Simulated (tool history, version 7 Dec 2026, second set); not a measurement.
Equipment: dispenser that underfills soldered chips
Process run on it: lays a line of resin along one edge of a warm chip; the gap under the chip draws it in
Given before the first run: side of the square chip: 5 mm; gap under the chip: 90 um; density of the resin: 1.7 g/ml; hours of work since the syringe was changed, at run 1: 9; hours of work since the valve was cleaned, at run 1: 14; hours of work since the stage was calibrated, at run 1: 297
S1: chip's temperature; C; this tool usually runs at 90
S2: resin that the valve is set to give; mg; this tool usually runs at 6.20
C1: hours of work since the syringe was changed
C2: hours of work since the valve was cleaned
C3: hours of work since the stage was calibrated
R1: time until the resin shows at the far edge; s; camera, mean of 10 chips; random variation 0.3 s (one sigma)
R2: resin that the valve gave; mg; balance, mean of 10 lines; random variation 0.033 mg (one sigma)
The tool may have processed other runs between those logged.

{"run": 1, "hour": 0.0, "S1": 90, "S2": 6.2, "C1": 9, "C2": 14, "C3": 297, "R1": 10.8, "R2": 6.14}
{"hour": 4.4, "done": "new syringe of resin"}
{"run": 2, "hour": 10.7, "S1": 90, "S2": 6.2, "C1": 4, "C2": 22, "C3": 304, "R1": 7.6, "R2": 6.1}
{"run": 3, "hour": 19.4, "S1": 90, "S2": 6.2, "C1": 11, "C2": 28, "C3": 311, "R1": 12.8, "R2": 6.12}
{"hour": 21.0, "done": "new syringe of resin"}
{"run": 4, "hour": 29.1, "S1": 90, "S2": 6.15, "C1": 6, "C2": 35, "C3": 317, "R1": 9.1, "R2": 6.02}
{"hour": 37.4, "done": "new syringe of resin"}
{"run": 5, "hour": 37.9, "S1": 90, "S2": 6.15, "C1": 0, "C2": 41, "C3": 323, "R1": 5.8, "R2": 6.1}
{"run": 6, "hour": 44.6, "S1": 90, "S2": 6.15, "C1": 5, "C2": 46, "C3": 328, "R1": 8.0, "R2": 5.96}
{"run": 7, "hour": 50.1, "S1": 94, "S2": 6.45, "C1": 9, "C2": 50, "C3": 332, "R1": 9.6, "R2": 6.26}
{"hour": 53.5, "done": "new syringe of resin"}
{"run": 8, "hour": 56.0, "S1": 75, "S2": 7.81, "C1": 2, "C2": 54, "C3": 336, "R1": 10.0, "R2": 7.48}
{"run": 9, "hour": 63.7, "S1": 103, "S2": 6.99, "C1": 7, "C2": 59, "C3": 342, "R1": 6.5, "R2": 6.77}
{"hour": 70.2, "done": "new syringe of resin"}
{"run": 10, "hour": 71.0, "S1": 103, "S2": 6.99, "C1": 1, "C2": 64, "C3": 347, "R1": 3.8, "R2": 6.68}
{"run": 11, "hour": 76.5, "S1": 90, "S2": 5.88, "C1": 5, "C2": 68, "C3": 351, "R1": 7.6, "R2": 5.63}

Alternative continuations, all from the tool just after run 11; predict every row:
{"run": "A", "hour": 84.3, "S1": 90, "S2": 5.47, "C1": 10, "C2": 74, "C3": 356, "R1": "?", "R2": "?"}
{"run": "B", "hour": 84.3, "S1": 93, "S2": 7.78, "C1": 10, "C2": 74, "C3": 356, "R1": "?", "R2": "?"}
{"run": "C", "hour": 84.3, "S1": 78, "S2": 7.39, "C1": 10, "C2": 74, "C3": 356, "R1": "?", "R2": "?"}

run=A R1=13.2 R2=5.25
run=B R1=11.2 R2=7.41
run=C R1=19.1 R2=7.04
With no hidden state in the tool, these same runs would have given:
run=A R1=5.2 R2=5.49
run=B R1=4.3 R2=7.74
run=C R1=7.4 R2=7.36
